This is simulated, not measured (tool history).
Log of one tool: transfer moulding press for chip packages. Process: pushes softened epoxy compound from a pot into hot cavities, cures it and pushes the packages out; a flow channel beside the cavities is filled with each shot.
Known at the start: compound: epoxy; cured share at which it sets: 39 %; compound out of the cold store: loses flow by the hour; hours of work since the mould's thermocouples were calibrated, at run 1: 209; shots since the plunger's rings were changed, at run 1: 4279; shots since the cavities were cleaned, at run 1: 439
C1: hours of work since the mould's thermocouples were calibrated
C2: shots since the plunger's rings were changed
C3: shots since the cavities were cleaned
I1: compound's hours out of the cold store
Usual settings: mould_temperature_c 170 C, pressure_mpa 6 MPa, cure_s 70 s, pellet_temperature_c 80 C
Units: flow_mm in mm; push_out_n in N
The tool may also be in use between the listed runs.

Run 1, day 0: usual settings; C1 209; C2 4279; C3 439; I1 19.6. Result: flow_mm 645 mm, push_out_n 587 N.
Run 2, day 1.171: usual settings but cure_s 55 s; C1 220; C2 4593; C3 753; I1 20.6. Result: flow_mm 627 mm, push_out_n 1143 N.
Run 3, day 1.783: usual settings but pressure_mpa 7.44 MPa; C1 226; C2 4757; C3 917; I1 27.8. Result: flow_mm 666 mm, push_out_n 623 N.
At day 2.321: cavities cleaned with cleaning compound and waxed.
Run 4, day 2.667: usual settings but pressure_mpa 7.44 MPa; C1 235; C2 4978; C3 93; I1 42. Result: flow_mm 626 mm, push_out_n 446 N.
Run 5, day 3.9: usual settings but pressure_mpa 7.44 MPa; C1 247; C2 5308; C3 423; I1 26.9. Result: flow_mm 667 mm, push_out_n 559 N.
Run 6, day 4.888: usual settings but pressure_mpa 7.44 MPa; C1 257; C2 5573; C3 688; I1 23.5. Result: flow_mm 681 mm, push_out_n 601 N.
At day 5.433: plunger's sealing rings changed.
Run 7, day 6.192: usual settings but mould_temperature_c 171 C; C1 269; C2 204; C3 1010; I1 23.1. Result: flow_mm 664 mm, push_out_n 587 N.
At day 6.383: cavities cleaned with cleaning compound and waxed.
Run 8, day 7.15: usual settings but mould_temperature_c 171 C; C1 278; C2 444; C3 206; I1 29.3. Result: flow_mm 638 mm, push_out_n 470 N.
Run 9, day 7.85: usual settings but mould_temperature_c 171 C; C1 285; C2 632; C3 394; I1 9.6. Result: flow_mm 706 mm, push_out_n 571 N.
Run 10, day 9.138: usual settings but mould_temperature_c 171 C; C1 298; C2 977; C3 739; I1 23.5. Result: flow_mm 651 mm, push_out_n 563 N.
Run 11, day 10.1: usual settings but mould_temperature_c 171 C; C1 308; C2 1235; C3 997; I1 38.1. Result: flow_mm 603 mm, push_out_n 528 N.
At day 10.296: cavities cleaned with cleaning compound and waxed.
Run 12, day 11.162: usual settings; C1 318; C2 1503; C3 232; I1 34.6. Result: flow_mm 614 mm, push_out_n 482 N.
Run 13, day 11.788: usual settings but pellet_temperature_c 76 C; C1 324; C2 1671; C3 400; I1 45.3. Result: flow_mm 587 mm, push_out_n 530 N.
Run 14, day 12.608: usual settings but mould_temperature_c 172 C, pellet_temperature_c 76 C; C1 332; C2 1890; C3 619; I1 37.3. Result: flow_mm 608 mm, push_out_n 492 N.
Run 15, day 13.267: usual settings but cure_s 87 s, pellet_temperature_c 81 C; C1 339; C2 2067; C3 796; I1 32.6. Result: flow_mm 620 mm, push_out_n 359 N.
Run 16, day 13.929: usual settings but cure_s 87 s, pellet_temperature_c 81 C; C1 346; C2 2245; C3 974; I1 46. Result: flow_mm 568 mm, push_out_n 361 N.
At day 14.208: cavities cleaned with cleaning compound and waxed.
Run 17, day 15.288: usual settings but cure_s 87 s, pellet_temperature_c 81 C; C1 359; C2 2593; C3 290; I1 23. Result: flow_mm 642 mm, push_out_n 318 N.
Run 18, day 16.075: usual settings but cure_s 87 s, pellet_temperature_c 81 C; C1 367; C2 2804; C3 501; I1 29.4. Result: flow_mm 618 mm, push_out_n 325 N.
Run 19, day 16.704: usual settings but mould_temperature_c 175 C, pressure_mpa 5.39 MPa, cure_s 102 s, pellet_temperature_c 82 C; C1 373; C2 2973; C3 670; I1 21.9. Result: flow_mm 590 mm, push_out_n 276 N.
Run 20, day 17.592: usual settings but mould_temperature_c 166 C, pressure_mpa 6.02 MPa, cure_s 51 s; C1 382; C2 3210; C3 907; I1 32.2. Result: flow_mm 614 mm, push_out_n 1418 N.
At day 18.154: cavities cleaned with cleaning compound and waxed.
Run 21, day 18.221: usual settings but mould_temperature_c 168 C, pressure_mpa 6.15 MPa, cure_s 82 s, pellet_temperature_c 88 C; C1 388; C2 3363; C3 19; I1 29.6. Result: flow_mm 624 mm, push_out_n 280 N.
Run 22, day 18.988: usual settings but mould_temperature_c 168 C, pressure_mpa 5.06 MPa; C1 395; C2 3568; C3 224; I1 39. Result: flow_mm 543 mm, push_out_n 546 N.
Run 23, day 19.671: usual settings but mould_temperature_c 168 C, pressure_mpa 5.64 MPa, cure_s 101 s, pellet_temperature_c 75 C; C1 402; C2 3752; C3 408; I1 15.8. Result: flow_mm 649 mm, push_out_n 298 N.
Run 24, day 20.842: usual settings but mould_temperature_c 176 C, pressure_mpa 6.53 MPa; C1 414; C2 4065; C3 721; I1 15.6. Result: flow_mm 672 mm, push_out_n 409 N.
Run 25, day 21.621: usual settings but cure_s 105 s, pellet_temperature_c 77 C; C1 422; C2 4274; C3 930; I1 41.5. Result: flow_mm 566 mm, push_out_n 306 N.
At day 22.062: cavities cleaned with cleaning compound and waxed.
Run 26, day 22.242: usual settings but pressure_mpa 6.27 MPa; C1 427; C2 4424; C3 48; I1 30.2. Result: flow_mm 611 mm, push_out_n 436 N.
Run 27, day 23.325: usual settings but mould_temperature_c 165 C, pressure_mpa 6.83 MPa, cure_s 74 s, pellet_temperature_c 73 C; C1 438; C2 4715; C3 339; I1 28.8. Result: flow_mm 664 mm, push_out_n 683 N.
Run 28, day 24.342: usual settings but mould_temperature_c 163 C, pressure_mpa 5.43 MPa, cure_s 60 s; C1 449; C2 4987; C3 611; I1 17.7. Result: flow_mm 620 mm, push_out_n 1320 N.

Hidden state or all else? Some run-to-run changes of flow_mm, split into what the settings, what came in and random variation would give without the hidden state, and what is left for the hidden state (with any gauge scatter that isn't in both results):
The hidden state here: true mould temperature over the reading, C; pressure that reaches the compound, % of what is set; grip of the stained cavities, % over clean ones'; drift of the gauge itself on flow_mm, %; drift of the gauge itself on push_out_n, %.
Run 6 -> 7: mould_temperature_c 170 -> 171, pressure_mpa 7.44 -> 6, plunger's sealing rings changed. flow_mm -17 mm: hidden state +57, all else -74.
Run 22 -> 23: pressure_mpa 5.06 -> 5.64, cure_s 70 -> 101, pellet_temperature_c 80 -> 75. flow_mm +106 mm: hidden state -8, all else +114.
Run 24 -> 25: mould_temperature_c 176 -> 170, pressure_mpa 6.53 -> 6, cure_s 70 -> 105, pellet_temperature_c 80 -> 77. flow_mm -106 mm: hidden state +5, all else -111.

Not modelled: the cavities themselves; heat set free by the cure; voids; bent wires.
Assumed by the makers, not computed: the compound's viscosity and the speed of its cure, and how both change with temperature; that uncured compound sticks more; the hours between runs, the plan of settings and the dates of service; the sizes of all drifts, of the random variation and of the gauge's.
